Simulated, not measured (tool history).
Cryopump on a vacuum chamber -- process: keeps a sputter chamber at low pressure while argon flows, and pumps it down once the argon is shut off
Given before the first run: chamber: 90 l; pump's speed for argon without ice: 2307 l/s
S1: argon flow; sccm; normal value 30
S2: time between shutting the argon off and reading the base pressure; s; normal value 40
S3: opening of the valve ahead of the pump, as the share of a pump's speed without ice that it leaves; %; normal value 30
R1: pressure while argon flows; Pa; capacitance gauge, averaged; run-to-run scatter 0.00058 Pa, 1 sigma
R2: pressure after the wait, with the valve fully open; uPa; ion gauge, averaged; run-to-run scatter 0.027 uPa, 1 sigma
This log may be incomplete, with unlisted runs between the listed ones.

{"run": 1, "day": 0.0, "S1": 30, "S2": 40, "S3": 30, "R1": 0.0818, "R2": 1.33}
{"run": 2, "day": 1.758, "S1": 30, "S2": 40, "S3": 30, "R1": 0.0841, "R2": 1.37}
{"run": 3, "day": 2.754, "S1": 30, "S2": 40, "S3": 30, "R1": 0.0828, "R2": 1.39}
{"day": 3.725, "done": "pump warmed up, emptied and cooled again"}
{"run": 4, "day": 4.675, "S1": 30, "S2": 30, "S3": 30, "R1": 0.0741, "R2": 1.64}
{"run": 5, "day": 6.125, "S1": 30, "S2": 38, "S3": 30, "R1": 0.073, "R2": 1.37}
{"run": 6, "day": 6.971, "S1": 30, "S2": 40, "S3": 30, "R1": 0.0749, "R2": 1.3}
{"run": 7, "day": 7.838, "S1": 30, "S2": 40, "S3": 30, "R1": 0.0753, "R2": 1.31}
{"run": 8, "day": 9.192, "S1": 30, "S2": 40, "S3": 30, "R1": 0.076, "R2": 1.33}
{"run": 9, "day": 10.825, "S1": 30, "S2": 40, "S3": 42, "R1": 0.056, "R2": 1.35}
{"run": 10, "day": 12.071, "S1": 52, "S2": 33, "S3": 42, "R1": 0.0962, "R2": 1.67}
{"run": 11, "day": 13.862, "S1": 52, "S2": 33, "S3": 42, "R1": 0.0992, "R2": 1.62}
{"run": 12, "day": 15.362, "S1": 38, "S2": 78, "S3": 42, "R1": 0.0719, "R2": 0.94}
{"run": 13, "day": 16.488, "S1": 19, "S2": 95, "S3": 42, "R1": 0.036, "R2": 0.84}
{"run": 14, "day": 17.842, "S1": 22, "S2": 40, "S3": 30, "R1": 0.0591, "R2": 1.5}
{"run": 15, "day": 19.517, "S1": 19, "S2": 87, "S3": 20, "R1": 0.0736, "R2": 0.99}
{"run": 16, "day": 20.712, "S1": 14, "S2": 32, "S3": 24, "R1": 0.0468, "R2": 1.82}

Run 17 has not been measured yet. What should we expect?
{"run": 17, "day": 22.333, "S1": 30, "S2": 64, "S3": 41, "R1": "?", "R2": "?"}

Logged for run 17: R1 0.0645 Pa, R2 1.18 uPa.
The same run, on a tool lacking any hidden state, would have yielded R1 0.0555 Pa, R2 0.79 uPa.
